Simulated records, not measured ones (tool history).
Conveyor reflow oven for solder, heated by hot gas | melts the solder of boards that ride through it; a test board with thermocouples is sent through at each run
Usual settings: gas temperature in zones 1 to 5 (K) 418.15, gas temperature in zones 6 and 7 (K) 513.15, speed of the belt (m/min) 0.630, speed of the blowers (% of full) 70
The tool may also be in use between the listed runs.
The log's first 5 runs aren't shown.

run,hour,gas temperature in zones 1 to 5 (K),gas temperature in zones 6 and 7 (K),speed of the belt (m/min),speed of the blowers (% of full),hours of work since the flux was cleaned out,hours of work since the belt drive was overhauled,hours of work since the thermocouples were changed,highest temperature of the board (K),time above the solder's melting point (s)
6,214.1,418.15,513.15,0.630,70,248,248,56,489.25,43.2
7,264.2,418.15,513.15,0.630,70,280,280,87,489.25,43.0
8,289.0,418.15,513.15,0.630,70,295,295,103,488.85,42.7
# hour 301.3: flux residue cleaned out of gas plates and filters
9,341.9,418.15,513.15,0.630,70,25,325,132,491.05,44.6
10,377.9,418.15,513.15,0.630,70,48,347,155,490.75,44.5
11,419.0,418.15,513.15,0.630,70,73,373,180,490.85,44.2
12,441.4,418.15,513.15,0.733,70,87,387,194,484.65,33.8
13,486.4,418.15,516.15,0.630,70,115,415,222,492.65,45.5
14,512.5,418.15,516.15,0.630,70,131,431,239,492.65,45.4
15,553.8,418.15,515.15,0.630,70,157,457,264,491.85,44.8
16,603.5,404.15,509.15,0.597,87,188,488,295,490.15,43.2
17,651.9,423.15,527.15,0.755,69,218,518,325,493.75,39.3
18,676.4,423.15,525.15,0.512,53,234,533,341,501.85,64.2
19,719.6,418.15,513.15,0.630,73,260,560,368,490.05,44.3
20,757.5,418.15,513.15,0.630,73,284,584,391,489.95,44.0
# hour 785.7: flux residue cleaned out of gas plates and filters
21,809.0,420.15,510.15,0.736,84,15,613,420,487.85,36.8
22,832.7,420.15,510.15,0.736,84,29,627,435,487.45,36.9
23,866.5,406.15,522.15,0.630,70,50,648,456,495.45,44.0
24,898.2,419.15,522.15,0.630,65,70,668,476,496.25,47.8
25,947.0,427.15,525.15,0.622,62,100,698,506,499.85,52.7
26,982.7,427.15,525.15,0.622,62,123,721,528,499.95,52.9
27,1009.3,406.15,510.15,0.615,90,139,737,545,491.15,43.7
28,1046.3,406.15,510.15,0.615,79,162,760,568,488.15,41.5
29,1072.5,406.15,510.15,0.615,79,179,777,584,487.95,41.3
30,1120.3,406.15,510.15,0.615,79,208,806,614,487.95,41.0

Forecast each of these 3 alternatives for the next run:
# hour 1165.6: thermocouples of zones 6 and 7 changed
A,1176.2,410.15,504.15,0.716,79,242,840,7,?,?
# hour 1165.6: thermocouples of zones 6 and 7 changed
B,1176.2,406.15,502.15,0.615,79,242,840,7,?,?
# hour 1165.6: thermocouples of zones 6 and 7 changed
C,1176.2,406.15,520.15,0.615,79,242,840,7,?,?

run,highest temperature of the board (K),time above the solder's melting point (s)
A,479.65,29.8
B,482.55,37.1
C,497.25,46.7
Without the tool's hidden state the same runs would have given:
run,highest temperature of the board (K),time above the solder's melting point (s)
A,481.05,30.6
B,483.85,37.7
C,498.65,46.7
